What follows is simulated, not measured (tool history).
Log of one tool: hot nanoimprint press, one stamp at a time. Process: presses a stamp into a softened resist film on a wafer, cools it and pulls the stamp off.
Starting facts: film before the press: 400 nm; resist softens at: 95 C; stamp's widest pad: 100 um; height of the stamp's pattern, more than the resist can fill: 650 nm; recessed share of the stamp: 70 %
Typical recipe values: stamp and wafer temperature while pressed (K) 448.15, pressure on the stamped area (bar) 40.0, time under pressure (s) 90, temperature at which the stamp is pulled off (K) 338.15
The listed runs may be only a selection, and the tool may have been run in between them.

run    day  stamp and wafer temperature while pressed (K)  pressure on the stamped area (bar)  time under pressure (s)  temperature at which the stamp is pulled off (K)  resist left under the stamp's widest pad (Å)  greatest force while the stamp is pulled off (N)
  1  0.000                                         448.15                                40.0                       90                                            338.15                                          2384                                               137
  2  0.250                                         448.15                                40.0                       90                                            341.15                                          2384                                               121
  3  0.821                                         448.15                                40.0                       90                                            338.15                                          2385                                               136
  4  1.100                                         448.15                                40.0                       90                                            330.15                                          2377                                               166
  5  1.504                                         448.15                                40.0                       90                                            330.15                                          2383                                               168
  6  1.792                                         448.15                                47.3                       90                                            330.15                                          2236                                               164
  7  2.267                                         448.15                                47.3                       90                                            330.15                                          2222                                               159
  8  2.762                                         448.15                                47.3                       90                                            330.15                                          2223                                               163
  9  3.142                                         448.15                                47.3                       90                                            330.15                                          2220                                               165
 10  3.588                                         448.15                                47.3                       90                                            330.15                                          2242                                               164
 11  3.929                                         459.15                                50.3                       90                                            338.15                                          1506                                               137
 12  4.442                                         444.15                                41.7                       90                                            339.15                                          2655                                               137
 13  4.767                                         444.15                                41.7                       90                                            339.15                                          2643                                               137
 14  5.133                                         448.15                                40.0                       60                                            335.15                                          2691                                               152
 15  5.646                                         440.15                                40.0                      110                                            338.15                                          2852                                               140
 16  6.108                                         454.15                                38.1                       57                                            326.15                                          2347                                               177
 17  6.479                                         444.15                                24.8                      166                                            326.15                                          2689                                               177

What if the next run were any one of these 4? Each begins from the tool's condition after run 17:
  A  6.854                                         444.15                                24.8                       67                                            336.15                                             ?                                                 ?
  B  6.854                                         449.15                                37.1                      133                                            338.15                                             ?                                                 ?
  C  6.854                                         448.15                                40.0                       90                                            336.15                                             ?                                                 ?
  D  6.854                                         448.15                                48.3                       90                                            327.15                                             ?                                                 ?

run  resist left under the stamp's widest pad (Å)  greatest force while the stamp is pulled off (N)
  A                                          3259                                               145
  B                                          2099                                               139
  C                                          2388                                               143
  D                                          2218                                               174
Take away the tool's hidden state, keep each run's random variation, and the runs would have read:
run  resist left under the stamp's widest pad (Å)  greatest force while the stamp is pulled off (N)
  A                                          3260                                               145
  B                                          2101                                               138
  C                                          2390                                               143
  D                                          2219                                               173

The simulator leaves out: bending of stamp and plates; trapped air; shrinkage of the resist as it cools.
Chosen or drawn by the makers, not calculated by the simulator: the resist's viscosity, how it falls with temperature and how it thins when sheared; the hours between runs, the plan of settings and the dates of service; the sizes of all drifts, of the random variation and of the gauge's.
